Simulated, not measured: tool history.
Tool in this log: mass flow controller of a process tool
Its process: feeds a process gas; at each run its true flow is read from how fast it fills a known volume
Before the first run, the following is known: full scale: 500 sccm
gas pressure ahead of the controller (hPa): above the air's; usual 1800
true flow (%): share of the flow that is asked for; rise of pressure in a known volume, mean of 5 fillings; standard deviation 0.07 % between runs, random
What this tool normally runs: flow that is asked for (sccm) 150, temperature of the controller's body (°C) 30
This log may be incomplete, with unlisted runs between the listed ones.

| run | hour | flow that is asked for (sccm) | gas pressure ahead of the controller (hPa) | temperature of the controller's body (°C) | true flow (%) |
|---|---|---|---|---|---|
| 1 | 0 | 150 | 1800 | 30 | 97.88 |
| 2 | 337 | 150 | 1800 | 30 | 97.79 |
| 3 | 682.2 | 150 | 1800 | 30 | 97.8 |
| 4 | 1048.5 | 150 | 1800 | 30 | 97.72 |
| 5 | 1584.5 | 294 | 1800 | 30 | 98.48 |
|  | 1934.2 | controller exchanged for a calibrated one |
| 6 | 2099.2 | 294 | 1800 | 30 | 98.27 |
| 7 | 2339.6 | 179 | 1800 | 30 | 97.62 |
| 8 | 2590.1 | 179 | 1800 | 30 | 97.66 |
| 9 | 3027.3 | 150 | 1800 | 30 | 97.45 |
| 10 | 3403.9 | 150 | 1800 | 30 | 97.57 |
| 11 | 3664.1 | 150 | 2660 | 30 | 97.1 |
| 12 | 4094.5 | 150 | 1800 | 34 | 96.99 |
| 13 | 4333.3 | 150 | 1800 | 30 | 97.31 |
| 14 | 4653 | 150 | 1800 | 30 | 97.21 |
| 15 | 5155.3 | 134 | 1800 | 30 | 97.04 |
| 16 | 5696.8 | 134 | 2030 | 33 | 96.67 |
| 17 | 6151.6 | 134 | 2030 | 33 | 96.7 |
| 18 | 6617.4 | 134 | 2030 | 33 | 96.69 |
| 19 | 6910.3 | 159 | 2540 | 33 | 96.72 |
| 20 | 7454.8 | 159 | 2540 | 33 | 96.58 |
| 21 | 7761.9 | 422 | 1730 | 27 | 98.55 |
| 22 | 8091.6 | 484 | 2140 | 30 | 98.38 |
| 23 | 8402.9 | 373 | 2680 | 32 | 97.48 |
| 24 | 8872 | 373 | 2680 | 32 | 97.36 |
| 25 | 9101.1 | 284 | 2100 | 30 | 97.18 |
| 26 | 9399.7 | 414 | 1800 | 27 | 98.08 |
| 27 | 9778.1 | 164 | 1800 | 22 | 97.26 |

3 options for the next run, each taken on its own from the tool as it stands now. Forecast them:
| A | 10266.2 | 111 | 2170 | 34 | ? |
| B | 10266.2 | 164 | 2730 | 22 | ? |
| C | 10266.2 | 104 | 1600 | 30 | ? |

| run | true flow (%) |
|---|---|
| A | 95.92 |
| B | 96.98 |
| C | 96.39 |
Without the tool's unlogged condition, the same runs would have read:
| run | true flow (%) |
|---|---|
| A | 97.26 |
| B | 98.33 |
| C | 97.73 |

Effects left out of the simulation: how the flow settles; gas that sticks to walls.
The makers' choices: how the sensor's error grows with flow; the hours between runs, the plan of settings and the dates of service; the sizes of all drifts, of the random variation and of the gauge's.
